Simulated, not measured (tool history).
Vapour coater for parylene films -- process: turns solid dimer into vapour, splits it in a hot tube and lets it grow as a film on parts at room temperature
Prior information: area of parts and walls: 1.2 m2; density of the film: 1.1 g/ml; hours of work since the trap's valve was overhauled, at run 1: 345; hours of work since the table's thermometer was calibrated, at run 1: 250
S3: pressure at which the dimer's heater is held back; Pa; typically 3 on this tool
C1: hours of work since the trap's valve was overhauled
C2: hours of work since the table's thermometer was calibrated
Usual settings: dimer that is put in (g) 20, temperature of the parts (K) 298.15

run 1 hour=0 | dimer_that_is_put_in_(g)=20 temperature_of_the_parts_(K)=298.15 S3=3 | C1=345 C2=250 | thickness_of_the_film_(nm)=10610
run 2 hour=53.7 | dimer_that_is_put_in_(g)=20 temperature_of_the_parts_(K)=298.15 S3=3 | C1=367 C2=272 | thickness_of_the_film_(nm)=10540
run 3 hour=83.3 | dimer_that_is_put_in_(g)=14 temperature_of_the_parts_(K)=298.15 S3=3 | C1=380 C2=284 | thickness_of_the_film_(nm)=7450
run 4 hour=114.7 | dimer_that_is_put_in_(g)=14 temperature_of_the_parts_(K)=298.15 S3=3 | C1=392 C2=297 | thickness_of_the_film_(nm)=7350
-- hour=130.3 trap's valve overhauled
run 5 hour=151.4 | dimer_that_is_put_in_(g)=14 temperature_of_the_parts_(K)=298.15 S3=3 | C1=9 C2=311 | thickness_of_the_film_(nm)=7360
run 6 hour=192.6 | dimer_that_is_put_in_(g)=14 temperature_of_the_parts_(K)=298.15 S3=3 | C1=26 C2=328 | thickness_of_the_film_(nm)=7420
run 7 hour=238.1 | dimer_that_is_put_in_(g)=20 temperature_of_the_parts_(K)=298.15 S3=3 | C1=45 C2=347 | thickness_of_the_film_(nm)=10710
run 8 hour=290.8 | dimer_that_is_put_in_(g)=20 temperature_of_the_parts_(K)=298.15 S3=3 | C1=66 C2=368 | thickness_of_the_film_(nm)=10690
run 9 hour=346.4 | dimer_that_is_put_in_(g)=20 temperature_of_the_parts_(K)=307.15 S3=3 | C1=89 C2=391 | thickness_of_the_film_(nm)=7770
run 10 hour=398.8 | dimer_that_is_put_in_(g)=20 temperature_of_the_parts_(K)=307.15 S3=3 | C1=111 C2=413 | thickness_of_the_film_(nm)=7690
run 11 hour=434.6 | dimer_that_is_put_in_(g)=27 temperature_of_the_parts_(K)=300.15 S3=9.49 | C1=126 C2=428 | thickness_of_the_film_(nm)=11200
run 12 hour=466.2 | dimer_that_is_put_in_(g)=29 temperature_of_the_parts_(K)=300.15 S3=10.5 | C1=139 C2=441 | thickness_of_the_film_(nm)=11840
run 13 hour=519.1 | dimer_that_is_put_in_(g)=29 temperature_of_the_parts_(K)=305.15 S3=10.5 | C1=160 C2=463 | thickness_of_the_film_(nm)=9940

Expected results for the next run?
run 14 hour=558 | dimer_that_is_put_in_(g)=29 temperature_of_the_parts_(K)=305.15 S3=10.5 | C1=176 C2=479 | thickness_of_the_film_(nm)=?

thickness of the film (nm): 10040
Take away the tool's hidden state, keep the run-to-run variation as it was, and the same run would have given thickness of the film (nm) 10060.

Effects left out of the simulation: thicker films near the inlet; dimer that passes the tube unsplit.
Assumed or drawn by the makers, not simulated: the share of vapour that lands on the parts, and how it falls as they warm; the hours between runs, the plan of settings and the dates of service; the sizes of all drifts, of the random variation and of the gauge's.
